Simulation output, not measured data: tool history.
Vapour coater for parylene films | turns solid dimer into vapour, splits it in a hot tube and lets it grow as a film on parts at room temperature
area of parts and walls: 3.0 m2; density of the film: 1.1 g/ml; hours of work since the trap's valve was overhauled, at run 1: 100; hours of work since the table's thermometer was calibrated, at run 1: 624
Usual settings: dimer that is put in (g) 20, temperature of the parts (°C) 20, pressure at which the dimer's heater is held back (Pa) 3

run,hour,dimer that is put in (g),temperature of the parts (°C),pressure at which the dimer's heater is held back (Pa),hours of work since the trap's valve was overhauled,hours of work since the table's thermometer was calibrated,thickness of the film (µm)
1,0,20,20,3,100,624,3.99
2,30.6,20,20,3,120,643,3.91
3,49.4,20,20,3,132,655,3.89
4,76.8,20,20,3,149,673,3.89
5,104,20,30,3,166,690,2.32
# hour 111.9: trap's valve overhauled
6,141,20,30,3,18,711,2.34
7,160.4,20,30,3,31,723,2.37
8,202.4,20,30,3,57,750,2.37
9,236.3,20,30,3,79,771,2.35
10,265.4,24,18,2.75,97,790,5.19
# hour 301.1: trap's valve overhauled, once more
11,307,24,18,2.75,4,813,5.27
12,326.9,20,13,6.53,16,826,4.99
13,351.9,20,14,9.52,32,842,4.54
14,382.9,14,14,4.9,52,861,3.47

Forecast each of these 3 alternatives for the next run:
A,412.3,15,20,10.68,70,880,?
B,412.3,9,30,4.04,70,880,?
C,412.3,20,18,3.25,70,880,?

run,thickness of the film (µm)
A,2.51
B,1
C,4.29
Without the tool's hidden state the same runs would have given:
run,thickness of the film (µm)
A,2.52
B,1.01
C,4.3
